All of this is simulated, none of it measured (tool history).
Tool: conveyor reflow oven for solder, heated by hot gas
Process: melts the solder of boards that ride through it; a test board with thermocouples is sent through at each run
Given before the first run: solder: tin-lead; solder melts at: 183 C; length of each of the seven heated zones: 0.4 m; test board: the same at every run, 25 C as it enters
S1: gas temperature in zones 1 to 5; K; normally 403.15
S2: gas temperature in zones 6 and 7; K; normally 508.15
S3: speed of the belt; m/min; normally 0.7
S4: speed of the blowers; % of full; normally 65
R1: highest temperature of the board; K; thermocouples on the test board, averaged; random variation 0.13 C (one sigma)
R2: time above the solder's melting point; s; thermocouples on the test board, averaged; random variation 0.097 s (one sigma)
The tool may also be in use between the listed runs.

{"run": 1, "hour": 0.0, "S1": 403.15, "S2": 508.15, "S3": 0.7, "S4": 65, "R1": 489.25, "R2": 49.18}
{"run": 2, "hour": 52.1, "S1": 403.15, "S2": 508.15, "S3": 0.7, "S4": 65, "R1": 489.15, "R2": 49.01}
{"run": 3, "hour": 148.7, "S1": 394.15, "S2": 508.15, "S3": 0.7, "S4": 65, "R1": 486.85, "R2": 44.97}
{"run": 4, "hour": 194.2, "S1": 403.15, "S2": 508.15, "S3": 0.7, "S4": 65, "R1": 488.35, "R2": 48.56}
{"hour": 214.1, "done": "flux residue cleaned out of gas plates and filters"}
{"run": 5, "hour": 281.5, "S1": 403.15, "S2": 508.15, "S3": 0.7, "S4": 65, "R1": 489.45, "R2": 49.55}
{"hour": 329.5, "done": "belt drive overhauled, speed set with a stopwatch"}
{"run": 6, "hour": 372.3, "S1": 403.15, "S2": 508.15, "S3": 0.7, "S4": 65, "R1": 487.65, "R2": 46.81}
{"hour": 456.0, "done": "thermocouples of zones 6 and 7 changed"}
{"run": 7, "hour": 461.0, "S1": 404.15, "S2": 508.15, "S3": 0.7, "S4": 65, "R1": 489.05, "R2": 47.83}
{"hour": 502.5, "done": "flux residue cleaned out of gas plates and filters"}
{"run": 8, "hour": 526.5, "S1": 403.15, "S2": 508.15, "S3": 0.7, "S4": 65, "R1": 489.45, "R2": 48.27}
{"run": 9, "hour": 604.9, "S1": 403.15, "S2": 508.15, "S3": 0.7, "S4": 65, "R1": 489.25, "R2": 48.09}
{"run": 10, "hour": 702.5, "S1": 403.15, "S2": 508.15, "S3": 0.7, "S4": 65, "R1": 488.75, "R2": 48}
{"run": 11, "hour": 749.0, "S1": 403.15, "S2": 508.15, "S3": 0.7, "S4": 65, "R1": 488.45, "R2": 47.85}
{"hour": 783.4, "done": "flux residue cleaned out of gas plates and filters"}
{"run": 12, "hour": 807.3, "S1": 403.15, "S2": 508.15, "S3": 0.7, "S4": 65, "R1": 489.35, "R2": 48.71}
{"run": 13, "hour": 849.6, "S1": 403.15, "S2": 508.15, "S3": 0.775, "S4": 65, "R1": 485.45, "R2": 40.49}
{"run": 14, "hour": 940.2, "S1": 403.15, "S2": 508.15, "S3": 0.629, "S4": 65, "R1": 492.45, "R2": 57.14}
{"run": 15, "hour": 985.0, "S1": 396.15, "S2": 508.15, "S3": 0.7, "S4": 65, "R1": 487.45, "R2": 45.13}
{"hour": 1064.7, "done": "flux residue cleaned out of gas plates and filters"}
{"run": 16, "hour": 1080.4, "S1": 396.15, "S2": 508.15, "S3": 0.7, "S4": 65, "R1": 488.05, "R2": 45.87}
{"run": 17, "hour": 1162.0, "S1": 405.15, "S2": 508.15, "S3": 0.572, "S4": 65, "R1": 495.65, "R2": 66.96}
{"run": 18, "hour": 1254.1, "S1": 402.15, "S2": 522.15, "S3": 0.7, "S4": 65, "R1": 500.75, "R2": 55.59}
{"run": 19, "hour": 1331.1, "S1": 402.15, "S2": 522.15, "S3": 0.563, "S4": 60, "R1": 506.55, "R2": 73.79}
{"hour": 1344.4, "done": "flux residue cleaned out of gas plates and filters"}
{"run": 20, "hour": 1397.0, "S1": 402.15, "S2": 522.15, "S3": 0.563, "S4": 60, "R1": 506.85, "R2": 74.35}
{"run": 21, "hour": 1452.5, "S1": 410.15, "S2": 512.15, "S3": 0.829, "S4": 66, "R1": 487.95, "R2": 41.37}
{"run": 22, "hour": 1512.7, "S1": 393.15, "S2": 516.15, "S3": 0.829, "S4": 73, "R1": 489.75, "R2": 39.14}
{"run": 23, "hour": 1562.4, "S1": 393.15, "S2": 516.15, "S3": 0.829, "S4": 73, "R1": 489.55, "R2": 38.72}
{"hour": 1597.6, "done": "thermocouples of zones 6 and 7 changed"}
{"hour": 1628.8, "done": "flux residue cleaned out of gas plates and filters"}
{"run": 24, "hour": 1638.1, "S1": 393.15, "S2": 519.15, "S3": 0.579, "S4": 83, "R1": 509.65, "R2": 72.11}

Estimate the outcome of run 25 from the log above:
{"run": 25, "hour": 1721.5, "S1": 413.15, "S2": 518.15, "S3": 0.687, "S4": 83, "R1": "?", "R2": "?"}

R1: 505.45 K
R2: 63.6 s
If the tool had no hidden condition, the same run with the same run-to-run variation would have returned R1 505.15 K, R2 61.75 s.
